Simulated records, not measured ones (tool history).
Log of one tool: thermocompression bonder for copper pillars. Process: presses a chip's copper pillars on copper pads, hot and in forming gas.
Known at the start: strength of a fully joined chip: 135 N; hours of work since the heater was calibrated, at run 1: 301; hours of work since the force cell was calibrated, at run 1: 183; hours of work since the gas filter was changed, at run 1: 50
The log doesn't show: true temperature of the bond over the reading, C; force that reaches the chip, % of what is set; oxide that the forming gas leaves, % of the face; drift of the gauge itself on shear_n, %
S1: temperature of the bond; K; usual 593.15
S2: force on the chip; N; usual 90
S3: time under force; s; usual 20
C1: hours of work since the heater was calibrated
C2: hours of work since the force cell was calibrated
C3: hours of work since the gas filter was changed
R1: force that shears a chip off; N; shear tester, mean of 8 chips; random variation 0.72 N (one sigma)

run	hour	S1	S2	S3	C1	C2	C3	R1
1	0.0	593.15	90	20	301	183	50	92.6
2	37.5	593.15	90	20	320	202	69	91.2
3	72.2	593.15	90	20	337	219	86	92.2
4	107.3	593.15	90	20	355	236	104	93.2
5	148.3	593.15	90	20	375	256	124	93.0
6	172.9	593.15	90	20	387	269	136	90.8
7	195.4	593.15	90	20	398	280	147	92.1
8	216.8	593.15	90	20	409	290	158	91.5
9	263.6	593.15	90	20	432	314	181	91.5
10	310.6	593.15	85	20	455	337	204	90.2
11	330.5	601.15	90	46	465	347	214	114.6
12	354.8	599.15	98	12	477	359	226	87.8
# hour 392.8: forming gas filter changed
13	402.8	584.15	103	16	501	382	5	87.0
14	425.3	599.15	62	26	512	393	16	91.9
# hour 430.4: heater calibrated with a thermocouple chip
15	475.2	602.15	97	14	22	417	40	100.5
16	516.4	590.15	66	11	43	437	60	71.2
17	552.7	590.15	66	11	61	455	78	71.2
# hour 591.3: heater calibrated with a thermocouple chip, once more
18	600.4	593.15	90	26	4	478	101	94.1
19	626.1	593.15	90	26	17	491	113	95.5

Some steps in R1 between neighbouring runs. How much of each would the tool show without its hidden state too (settings, what came in, random variation), and how much is left for the hidden state, with any gauge scatter that isn't in both results?
Run 15 -> 16: S1 602.15 -> 590.15, S2 97 -> 66, S3 14 -> 11. R1 -29.3 N: hidden state +0.3, all else -29.6.
Run 17 -> 18: S1 590.15 -> 593.15, S2 66 -> 90, S3 11 -> 26, heater calibrated with a thermocouple chip, once more. R1 +22.9 N: hidden state -11.6, all else +34.5.
